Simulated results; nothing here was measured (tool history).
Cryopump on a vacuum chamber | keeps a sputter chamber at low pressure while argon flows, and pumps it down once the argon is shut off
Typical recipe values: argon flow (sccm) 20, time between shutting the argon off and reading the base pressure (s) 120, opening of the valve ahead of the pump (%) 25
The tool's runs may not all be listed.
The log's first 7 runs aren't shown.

| run | hour | argon flow (sccm) | time between shutting the argon off and reading the base pressure (s) | opening of the valve ahead of the pump (%) | pressure while argon flows (Pa) | pressure after the wait (uPa) |
|---|---|---|---|---|---|---|
| 8 | 124.6 | 20 | 120 | 25 | 0.135 | 2.78 |
| 9 | 143.8 | 20 | 120 | 25 | 0.1345 | 2.73 |
| 10 | 166.9 | 20 | 120 | 25 | 0.1343 | 2.76 |
| 11 | 187 | 20 | 120 | 25 | 0.1336 | 2.87 |
| 12 | 207.3 | 23 | 120 | 25 | 0.1552 | 2.88 |
| 13 | 232.3 | 11 | 120 | 25 | 0.0738 | 2.91 |
| 14 | 252 | 11 | 120 | 25 | 0.0748 | 2.81 |
| 15 | 274.5 | 11 | 120 | 51 | 0.0375 | 2.92 |
| 16 | 291.7 | 11 | 120 | 51 | 0.0375 | 2.97 |

What will run 17 give?
| 17 | 314.7 | 20 | 217 | 53 | ? | ? |

pressure while argon flows (Pa): 0.0666
pressure after the wait (uPa): 2.52
Take away the tool's hidden state, keep the run-to-run variation as it was, and the same run would have given pressure while argon flows (Pa) 0.0619, pressure after the wait (uPa) 0.77.

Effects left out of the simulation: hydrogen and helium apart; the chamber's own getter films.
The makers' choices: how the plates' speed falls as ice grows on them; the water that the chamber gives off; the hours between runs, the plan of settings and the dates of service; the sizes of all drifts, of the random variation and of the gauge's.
